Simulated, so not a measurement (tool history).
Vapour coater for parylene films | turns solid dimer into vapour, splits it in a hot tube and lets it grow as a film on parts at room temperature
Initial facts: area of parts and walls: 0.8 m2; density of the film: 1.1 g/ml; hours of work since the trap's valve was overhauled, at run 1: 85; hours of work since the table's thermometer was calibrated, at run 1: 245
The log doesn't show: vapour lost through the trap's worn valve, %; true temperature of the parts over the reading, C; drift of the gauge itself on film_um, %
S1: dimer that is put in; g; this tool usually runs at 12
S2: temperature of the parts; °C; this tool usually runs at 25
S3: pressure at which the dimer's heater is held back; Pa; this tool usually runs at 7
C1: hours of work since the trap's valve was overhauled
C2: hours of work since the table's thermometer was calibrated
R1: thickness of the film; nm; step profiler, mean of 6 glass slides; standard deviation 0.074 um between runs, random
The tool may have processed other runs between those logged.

run	day	S1	S2	S3	C1	C2	R1
1	0	12	25	7	85	245	8780
2	0.708	12	25	7	96	256	8800
3	1.396	12	25	7	106	266	8720
4	1.996	12	25	7	115	275	8660
5	2.6	12	25	7	125	284	8790
6	3.208	12	25	7	134	294	8610
7	3.638	12	25	7	140	300	8650
8	4.15	12	25	7	148	308	8530
9	4.612	12	25	7	155	315	8550
10	5.162	12	25	7	163	323	8530
11	5.838	12	25	7	174	333	8590
12	6.338	12	25	7	181	341	8520
13	7.021	12	25	7	192	351	8590
14	7.542	12	25	7	199	359	8630
15	7.946	12	25	7	206	365	8480
16	8.308	8	25	7	211	371	5640
17	8.838	6	25	7	219	379	4260
18	9.525	12	25	7	230	389	8470
19	9.975	12	25	7	236	396	8570
20	10.696	18	34	2.14	247	407	11980
21	11.171	12	25	6.63	254	414	8380
22	11.496	12	25	6.63	259	419	8530
23	11.946	12	25	6.63	266	426	8340
24	12.608	12	25	6.63	276	436	8380
25	13.175	15	28	4.36	285	445	10330
26	13.729	17	33	7	293	453	10290
27	14.329	12	22	6.37	302	462	8930
28	14.658	9	20	6.6	307	467	6820
29	15.146	7	30	7	315	474	4330
30	15.6	7	33	4.84	321	481	4310
31	16.146	12	25	6.03	330	490	8440
32	16.592	8	29	7.96	336	496	5130
33	17.017	8	29	7.96	343	503	5050
34	17.333	11	35	4.32	348	508	6660
35	17.775	14	35	7	354	514	8080
36	18.321	10	25	9.74	363	523	6700
37	18.638	10	25	9.74	367	527	6620
38	19.104	9	23	10.17	375	534	6150

Some steps in R1, run to run, broken into two amounts with sign: the step expected even without the hidden condition (settings, incoming material, random variation), and the rest, left for the hidden condition together with whatever gauge scatter is not in both the measured and the hidden-condition-free result:
Run 17 -> 18: S1 6 -> 12. R1 +4210 nm: hidden state -240, all else +4450.
Run 20 -> 21: S1 18 -> 12, S2 34 -> 25, S3 2.14 -> 6.63. R1 -3600 nm: hidden state +190, all else -3790.
Run 30 -> 31: S1 7 -> 12, S2 33 -> 25, S3 4.84 -> 6.03. R1 +4130 nm: hidden state -330, all else +4460.
Run 31 -> 32: S1 12 -> 8, S2 25 -> 29, S3 6.03 -> 7.96. R1 -3310 nm: hidden state +250, all else -3560.

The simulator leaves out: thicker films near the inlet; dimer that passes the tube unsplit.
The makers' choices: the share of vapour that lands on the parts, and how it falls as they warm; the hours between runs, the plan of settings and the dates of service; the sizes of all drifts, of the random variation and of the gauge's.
